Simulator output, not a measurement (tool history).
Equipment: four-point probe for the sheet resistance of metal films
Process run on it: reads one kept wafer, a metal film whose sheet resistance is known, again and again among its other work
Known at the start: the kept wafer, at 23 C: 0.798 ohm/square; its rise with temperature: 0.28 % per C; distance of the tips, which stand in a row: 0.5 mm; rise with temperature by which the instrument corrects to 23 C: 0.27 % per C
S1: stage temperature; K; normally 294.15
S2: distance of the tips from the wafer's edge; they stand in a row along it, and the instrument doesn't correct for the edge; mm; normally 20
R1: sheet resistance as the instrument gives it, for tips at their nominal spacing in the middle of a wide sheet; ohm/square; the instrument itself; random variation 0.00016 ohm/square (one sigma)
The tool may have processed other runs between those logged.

{"run": 1, "hour": 0.0, "S1": 294.15, "S2": 20, "R1": 0.797927}
{"run": 2, "hour": 11.4, "S1": 294.15, "S2": 20, "R1": 0.798497}
{"run": 3, "hour": 22.2, "S1": 294.15, "S2": 20, "R1": 0.7981}
{"run": 4, "hour": 31.2, "S1": 294.15, "S2": 20, "R1": 0.797919}
{"run": 5, "hour": 38.0, "S1": 302.15, "S2": 20, "R1": 0.798081}
{"run": 6, "hour": 48.1, "S1": 302.15, "S2": 20, "R1": 0.798609}
{"run": 7, "hour": 60.6, "S1": 302.15, "S2": 20, "R1": 0.798256}
{"run": 8, "hour": 71.8, "S1": 302.15, "S2": 20, "R1": 0.798585}
{"run": 9, "hour": 81.9, "S1": 302.15, "S2": 20, "R1": 0.798656}
{"run": 10, "hour": 93.1, "S1": 302.15, "S2": 58, "R1": 0.798095}
{"run": 11, "hour": 101.7, "S1": 299.15, "S2": 12, "R1": 0.799078}
{"run": 12, "hour": 109.8, "S1": 299.15, "S2": 12, "R1": 0.798785}
{"run": 13, "hour": 116.4, "S1": 299.15, "S2": 12, "R1": 0.798964}
{"run": 14, "hour": 124.2, "S1": 307.15, "S2": 54, "R1": 0.798314}
{"run": 15, "hour": 130.5, "S1": 307.15, "S2": 54, "R1": 0.798293}
{"run": 16, "hour": 143.3, "S1": 294.15, "S2": 6, "R1": 0.80096}

3 options for the next run, each taken on its own from the tool as it stands now. Forecast them:
{"run": "A", "hour": 153.8, "S1": 293.15, "S2": 20, "R1": "?"}
{"run": "B", "hour": 153.8, "S1": 294.15, "S2": 24, "R1": "?"}
{"run": "C", "hour": 153.8, "S1": 292.15, "S2": 14, "R1": "?"}

run=A R1=0.798365
run=B R1=0.798328
run=C R1=0.798491
Take away the tool's hidden state, keep each run's random variation, and the runs would have read:
run=A R1=0.798345
run=B R1=0.798308
run=C R1=0.798471
